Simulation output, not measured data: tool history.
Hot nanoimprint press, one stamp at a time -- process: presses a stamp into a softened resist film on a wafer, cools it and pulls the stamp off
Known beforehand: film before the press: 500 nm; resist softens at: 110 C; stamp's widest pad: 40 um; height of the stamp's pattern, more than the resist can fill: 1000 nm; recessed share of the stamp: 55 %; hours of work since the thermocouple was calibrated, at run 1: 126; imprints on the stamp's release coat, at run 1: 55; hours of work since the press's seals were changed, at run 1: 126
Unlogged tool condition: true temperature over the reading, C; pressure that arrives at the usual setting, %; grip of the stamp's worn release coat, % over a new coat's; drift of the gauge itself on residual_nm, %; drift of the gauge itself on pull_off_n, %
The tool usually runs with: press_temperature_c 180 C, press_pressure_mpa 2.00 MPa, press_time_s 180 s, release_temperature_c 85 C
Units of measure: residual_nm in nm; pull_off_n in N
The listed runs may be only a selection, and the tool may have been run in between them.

| run | hour | press_temperature_c | press_pressure_mpa | press_time_s | release_temperature_c | hours of work since the thermocouple was calibrated | imprints on the stamp's release coat | hours of work since the press's seals were changed | residual_nm | pull_off_n |
|---|---|---|---|---|---|---|---|---|---|---|
| 1 | 0.0 | 180 | 2.00 | 180 | 85 | 126 | 55 | 126 | 274.1 | 143 |
| 2 | 37.6 | 180 | 2.00 | 180 | 85 | 154 | 211 | 154 | 275.7 | 140 |
| 3 | 58.6 | 180 | 2.00 | 180 | 85 | 170 | 299 | 170 | 272.4 | 141 |
| 4 | 79.4 | 180 | 2.00 | 180 | 85 | 186 | 385 | 186 | 272.9 | 144 |
| 5 | 101.6 | 180 | 2.00 | 143 | 85 | 202 | 478 | 202 | 293.7 | 142 |
| 6 | 140.9 | 180 | 2.00 | 143 | 85 | 231 | 641 | 231 | 290.5 | 143 |
|  | 152.3 | stamp cleaned and given a new release coat |
| 7 | 192.2 | 180 | 2.00 | 180 | 85 | 265 | 166 | 265 | 274.1 | 142 |
| 8 | 232.1 | 180 | 2.00 | 180 | 85 | 295 | 332 | 295 | 272.3 | 141 |
| 9 | 273.0 | 180 | 2.00 | 180 | 85 | 325 | 502 | 325 | 272.6 | 141 |
| 10 | 298.1 | 180 | 2.00 | 180 | 85 | 344 | 607 | 344 | 272.2 | 142 |
|  | 319.7 | stamp cleaned and given a new release coat |
| 11 | 328.9 | 180 | 2.00 | 180 | 85 | 362 | 38 | 362 | 271.9 | 142 |
| 12 | 347.5 | 180 | 2.00 | 180 | 85 | 376 | 115 | 376 | 273.9 | 145 |
| 13 | 379.2 | 180 | 2.00 | 180 | 85 | 400 | 247 | 400 | 273.1 | 143 |
|  | 412.6 | plate thermocouple calibrated |
| 14 | 421.9 | 180 | 2.00 | 180 | 74 | 7 | 413 | 429 | 273.7 | 163 |
| 15 | 455.5 | 180 | 2.00 | 180 | 74 | 32 | 553 | 454 | 272.9 | 164 |
|  | 487.7 | stamp cleaned and given a new release coat |
| 16 | 500.5 | 183 | 1.48 | 113 | 85 | 61 | 53 | 483 | 330.6 | 143 |
| 17 | 536.2 | 183 | 1.48 | 137 | 89 | 87 | 202 | 510 | 316.4 | 135 |
| 18 | 558.9 | 183 | 1.48 | 137 | 89 | 104 | 296 | 527 | 319.4 | 137 |
| 19 | 586.8 | 177 | 2.13 | 224 | 82 | 125 | 412 | 547 | 264.5 | 149 |
| 20 | 619.9 | 180 | 2.00 | 319 | 92 | 150 | 550 | 572 | 227.5 | 129 |
|  | 654.7 | stamp cleaned and given a new release coat |
| 21 | 660.7 | 177 | 2.00 | 180 | 86 | 176 | 25 | 598 | 293.0 | 139 |
| 22 | 705.4 | 177 | 2.00 | 180 | 86 | 209 | 211 | 631 | 292.8 | 142 |
| 23 | 739.6 | 185 | 2.84 | 131 | 92 | 234 | 354 | 657 | 222.6 | 129 |
| 24 | 782.1 | 185 | 2.84 | 131 | 92 | 266 | 531 | 688 | 223.4 | 130 |
| 25 | 800.8 | 185 | 2.84 | 131 | 92 | 280 | 608 | 702 | 224.0 | 128 |
|  | 820.8 | stamp cleaned and given a new release coat |
| 26 | 835.2 | 185 | 2.84 | 131 | 92 | 301 | 60 | 723 | 223.1 | 129 |
| 27 | 862.2 | 181 | 2.84 | 131 | 92 | 321 | 172 | 743 | 246.8 | 129 |
| 28 | 893.4 | 192 | 3.07 | 134 | 91 | 344 | 302 | 767 | 180.2 | 132 |
| 29 | 928.0 | 169 | 2.30 | 180 | 91 | 370 | 446 | 792 | 332.8 | 131 |
| 30 | 968.4 | 169 | 2.30 | 180 | 91 | 400 | 614 | 822 | 332.7 | 131 |

Predict each of these 3 candidate next runs independently; none follows another, all start after run 30:
|  | 986.7 | stamp cleaned and given a new release coat |
|  | 1006.7 | plate thermocouple calibrated |
| A | 1021.3 | 192 | 2.30 | 180 | 91 | 11 | 132 | 855 | ? | ? |
|  | 986.7 | stamp cleaned and given a new release coat |
|  | 1006.7 | plate thermocouple calibrated |
| B | 1021.3 | 180 | 2.58 | 180 | 91 | 11 | 132 | 855 | ? | ? |
|  | 986.7 | stamp cleaned and given a new release coat |
|  | 1006.7 | plate thermocouple calibrated |
| C | 1021.3 | 169 | 2.30 | 180 | 87 | 11 | 132 | 855 | ? | ? |

| run | residual_nm | pull_off_n |
|---|---|---|
| A | 192.5 | 132 |
| B | 238.6 | 132 |
| C | 332.6 | 139 |
Take away the tool's hidden state, keep each run's random variation, and the runs would have read:
| run | residual_nm | pull_off_n |
|---|---|---|
| A | 192.4 | 132 |
| B | 238.5 | 132 |
| C | 332.5 | 139 |
